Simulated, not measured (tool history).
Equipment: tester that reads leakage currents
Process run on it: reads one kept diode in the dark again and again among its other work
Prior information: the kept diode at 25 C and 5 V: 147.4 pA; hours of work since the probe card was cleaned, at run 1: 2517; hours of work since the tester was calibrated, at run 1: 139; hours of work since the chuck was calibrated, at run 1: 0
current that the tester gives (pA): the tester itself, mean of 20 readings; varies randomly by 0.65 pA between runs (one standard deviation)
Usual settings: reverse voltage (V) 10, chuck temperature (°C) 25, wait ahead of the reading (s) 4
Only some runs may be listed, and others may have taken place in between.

run	hour	reverse voltage (V)	chuck temperature (°C)	wait ahead of the reading (s)	hours of work since the probe card was cleaned	hours of work since the tester was calibrated	hours of work since the chuck was calibrated	current that the tester gives (pA)
1	0	10	25	4	2517	139	0	233.78
2	226.7	10	25	4	2687	309	170	239.3
3	437	10	25	4	2844	466	327	244.37
4	565.9	10	25	4	2941	562	423	246.66
5	699.4	10	25	1.65	3041	662	523	250.97
6	824.4	10	58	4	3134	756	617	3070.24
7	1051.3	10	57	4	3304	925	787	2910.25
# hour 1072.9: tester calibrated
8	1190.3	10	25	1.48	3406	88	889	261.44
9	1433.4	10	25	1.48	3588	270	1071	269.21
10	1677.9	10	25	3.63	3771	453	1254	275.4
# hour 1804.7: probe card cleaned and baked
11	1839.1	10	25	3.63	26	571	1372	255.84
# hour 1901.3: chuck's temperature calibrated
12	2011.3	10	25	3.63	153	698	82	225.49
13	2129.7	10	25	4	242	787	171	228.37
14	2255.4	10	25	0.55	336	881	265	234.81
15	2384.1	10	60	4	432	977	361	3442.84
16	2523.1	10	60	4	536	1081	465	3501.79
# hour 2682.5: tester calibrated, once more
17	2713.1	2.8	57	1.98	677	23	606	1406.17
18	2834.4	2.8	57	1.98	767	114	697	1419.42
19	3085.3	2.8	57	1.98	955	301	884	1450.17
20	3236	4	25	0.42	1068	414	997	152.63
21	3373.9	2.7	55	4	1171	517	1100	1260.29
22	3522.8	14.3	57	0.76	1282	629	1212	3656.41
23	3722.1	2	57	0.76	1432	778	1361	1258
# hour 3808.3: chuck's temperature calibrated
24	3872.3	2	57	0.76	1542	889	48	1127.96
25	4029.6	5	26	1.5	1660	1006	166	173.84

Across each entry between runs, compare the hidden state at the last listed run before it with the hidden state at the first listed run after it:
From run 7 to run 8: tester calibrated (hour 1072.9)
  stray current of the dirty probe card, pA a volt: 1.85 -> 1.898; current scale over the true one, %: 0.61 -> 0.88; true chuck temperature over the reading, C: 1.1 -> 1.22
  difference, measured minus the result without the unlogged condition, current that the tester gives (pA): +251.24 -> +44.88
From run 10 to run 11: probe card cleaned and baked (hour 1804.7)
  stray current of the dirty probe card, pA a volt: 2.105 -> 0.04; current scale over the true one, %: 1.04 -> 1.09; true chuck temperature over the reading, C: 1.68 -> 1.83
  difference, measured minus the result without the unlogged condition, current that the tester gives (pA): +57.65 -> +39.78
From run 11 to run 12: chuck's temperature calibrated (hour 1901.3)
  stray current of the dirty probe card, pA a volt: 0.04 -> 0.111; current scale over the true one, %: 1.09 -> 1.15; true chuck temperature over the reading, C: 1.83 -> 0.27
  difference, measured minus the result without the unlogged condition, current that the tester gives (pA): +39.78 -> +8.52
From run 16 to run 17: tester calibrated, once more (hour 2682.5)
  stray current of the dirty probe card, pA a volt: 0.314 -> 0.397; current scale over the true one, %: 1.31 -> 0.17; true chuck temperature over the reading, C: 0.75 -> 0.93
  difference, measured minus the result without the unlogged condition, current that the tester gives (pA): +222.33 -> +92.16
From run 23 to run 24: chuck's temperature calibrated (hour 3808.3)
  stray current of the dirty probe card, pA a volt: 0.804 -> 0.856; current scale over the true one, %: 0.48 -> 0.53; true chuck temperature over the reading, C: 1.93 -> 0.38
  difference, measured minus the result without the unlogged condition, current that the tester gives (pA): +166.11 -> +37.15

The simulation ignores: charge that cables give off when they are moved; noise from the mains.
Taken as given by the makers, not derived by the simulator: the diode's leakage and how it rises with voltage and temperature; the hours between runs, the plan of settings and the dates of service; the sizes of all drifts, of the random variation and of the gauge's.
